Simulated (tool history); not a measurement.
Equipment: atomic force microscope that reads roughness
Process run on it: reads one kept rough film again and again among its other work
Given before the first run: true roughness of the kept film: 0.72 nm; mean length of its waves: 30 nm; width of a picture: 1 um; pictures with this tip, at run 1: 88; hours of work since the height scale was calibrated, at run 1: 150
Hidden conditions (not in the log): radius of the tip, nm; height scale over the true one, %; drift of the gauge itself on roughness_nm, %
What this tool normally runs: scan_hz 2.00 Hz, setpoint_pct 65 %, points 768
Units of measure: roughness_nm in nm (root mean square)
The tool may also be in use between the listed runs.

run,hour,scan_hz,setpoint_pct,points,pictures with this tip,hours of work since the height scale was calibrated,roughness_nm
1,0.0,2.00,65,768,88,150,0.661
2,9.7,2.00,56,768,96,154,0.680
3,14.7,2.00,56,768,100,156,0.678
4,25.2,2.00,65,768,110,161,0.660
# hour 26.7: new tip fitted
5,35.7,2.00,65,768,7,165,0.661
6,45.0,2.00,65,768,16,168,0.661
7,51.2,2.00,87,768,21,171,0.576
8,58.0,2.00,65,768,27,174,0.662
9,69.1,2.00,70,768,37,178,0.646
10,78.1,2.00,70,768,45,182,0.645
11,88.4,2.00,65,768,54,186,0.660
12,98.9,2.00,65,768,63,190,0.661
13,105.2,2.00,65,768,68,193,0.663
14,115.4,2.00,65,768,77,197,0.661
15,123.4,2.00,65,768,84,200,0.661
16,132.3,2.00,65,768,92,204,0.661
17,141.5,2.24,76,378,100,207,0.612
18,148.0,2.24,76,378,106,210,0.612
# hour 153.9: new tip fitted
19,153.9,0.61,57,541,0,212,0.699
20,159.8,0.61,57,541,5,215,0.696
21,167.4,3.35,58,794,11,218,0.657
22,177.6,3.35,58,794,20,222,0.660
23,187.1,3.15,65,768,29,226,0.638
24,196.4,3.15,63,382,37,229,0.638
25,204.0,3.15,63,382,44,233,0.639
26,214.7,3.15,63,382,53,237,0.641

Predict each of these 3 candidate next runs independently; none follows another, all start after run 26:
A,225.0,1.79,64,734,62,241,?
B,225.0,1.27,63,382,62,241,?
C,225.0,2.63,65,259,62,241,?

run,roughness_nm
A,0.667
B,0.676
C,0.638
Without the tool's hidden state the same runs would have given:
run,roughness_nm
A,0.668
B,0.677
C,0.638

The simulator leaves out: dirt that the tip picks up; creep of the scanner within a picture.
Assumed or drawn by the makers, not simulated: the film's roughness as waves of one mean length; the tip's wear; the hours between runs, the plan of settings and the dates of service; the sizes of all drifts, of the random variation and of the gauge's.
